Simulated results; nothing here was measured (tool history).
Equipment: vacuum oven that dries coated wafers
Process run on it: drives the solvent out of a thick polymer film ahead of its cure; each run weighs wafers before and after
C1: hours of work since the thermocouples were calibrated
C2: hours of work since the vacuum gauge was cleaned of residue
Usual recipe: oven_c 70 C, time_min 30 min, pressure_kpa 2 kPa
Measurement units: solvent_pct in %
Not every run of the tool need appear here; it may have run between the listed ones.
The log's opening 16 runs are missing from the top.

run 17 day=29.783 | oven_c=64 time_min=30 pressure_kpa=2 | C1=259 C2=1069 | solvent_pct=3.2
run 18 day=30.958 | oven_c=64 time_min=30 pressure_kpa=2 | C1=274 C2=1083 | solvent_pct=3.11
run 19 day=32.721 | oven_c=57 time_min=30 pressure_kpa=2 | C1=296 C2=1105 | solvent_pct=5.61
run 20 day=34.825 | oven_c=70 time_min=30 pressure_kpa=2 | C1=322 C2=1132 | solvent_pct=1.7
run 21 day=37.346 | oven_c=70 time_min=30 pressure_kpa=2 | C1=354 C2=1163 | solvent_pct=1.76
run 22 day=39.167 | oven_c=58 time_min=24 pressure_kpa=2 | C1=377 C2=1186 | solvent_pct=6.24
run 23 day=41.129 | oven_c=58 time_min=24 pressure_kpa=5.66 | C1=401 C2=1211 | solvent_pct=8
run 24 day=43.217 | oven_c=57 time_min=30 pressure_kpa=4.02 | C1=427 C2=1237 | solvent_pct=6.61
run 25 day=45.717 | oven_c=67 time_min=25 pressure_kpa=3.51 | C1=459 C2=1268 | solvent_pct=3.59
run 26 day=47.467 | oven_c=67 time_min=25 pressure_kpa=3.51 | C1=481 C2=1290 | solvent_pct=3.64
run 27 day=49 | oven_c=67 time_min=25 pressure_kpa=3.51 | C1=500 C2=1309 | solvent_pct=3.69
run 28 day=50.742 | oven_c=70 time_min=22 pressure_kpa=2.5 | C1=522 C2=1331 | solvent_pct=2.92
run 29 day=52.896 | oven_c=70 time_min=22 pressure_kpa=2.5 | C1=549 C2=1358 | solvent_pct=2.82
run 30 day=54.779 | oven_c=73 time_min=23 pressure_kpa=6.5 | C1=572 C2=1382 | solvent_pct=3.34
run 31 day=55.942 | oven_c=73 time_min=23 pressure_kpa=6.5 | C1=587 C2=1396 | solvent_pct=3.35
run 32 day=58.312 | oven_c=73 time_min=23 pressure_kpa=6.5 | C1=617 C2=1426 | solvent_pct=3.4
run 33 day=59.908 | oven_c=70 time_min=28 pressure_kpa=5.7 | C1=637 C2=1446 | solvent_pct=3.41
run 34 day=61.308 | oven_c=70 time_min=28 pressure_kpa=5.7 | C1=654 C2=1464 | solvent_pct=3.32
run 35 day=63.396 | oven_c=59 time_min=22 pressure_kpa=1.42 | C1=680 C2=1490 | solvent_pct=6.28
run 36 day=65.621 | oven_c=60 time_min=42 pressure_kpa=1.42 | C1=708 C2=1518 | solvent_pct=3.19
run 37 day=68.104 | oven_c=65 time_min=51 pressure_kpa=1.51 | C1=739 C2=1549 | solvent_pct=1.57
run 38 day=69.504 | oven_c=65 time_min=51 pressure_kpa=1.51 | C1=757 C2=1566 | solvent_pct=1.6
run 39 day=71.054 | oven_c=59 time_min=24 pressure_kpa=1.12 | C1=776 C2=1586 | solvent_pct=5.77

Consider 4 possible next runs. They are alternatives, not a sequence: every one starts from the tool as it was left by run 39. What does each give?
run A day=73.55 | oven_c=71 time_min=33 pressure_kpa=7.59 | C1=808 C2=1617 | solvent_pct=?
run B day=73.55 | oven_c=64 time_min=17 pressure_kpa=3.87 | C1=808 C2=1617 | solvent_pct=?
run C day=73.55 | oven_c=71 time_min=30 pressure_kpa=2 | C1=808 C2=1617 | solvent_pct=?
run D day=73.55 | oven_c=57 time_min=21 pressure_kpa=2 | C1=808 C2=1617 | solvent_pct=?

run=A solvent_pct=3.66
run=B solvent_pct=6.6
run=C solvent_pct=1.68
run=D solvent_pct=7.49
Without the tool's unlogged condition, the same runs would have read:
run=A solvent_pct=3.07
run=B solvent_pct=5.74
run=C solvent_pct=1.19
run=D solvent_pct=6.58
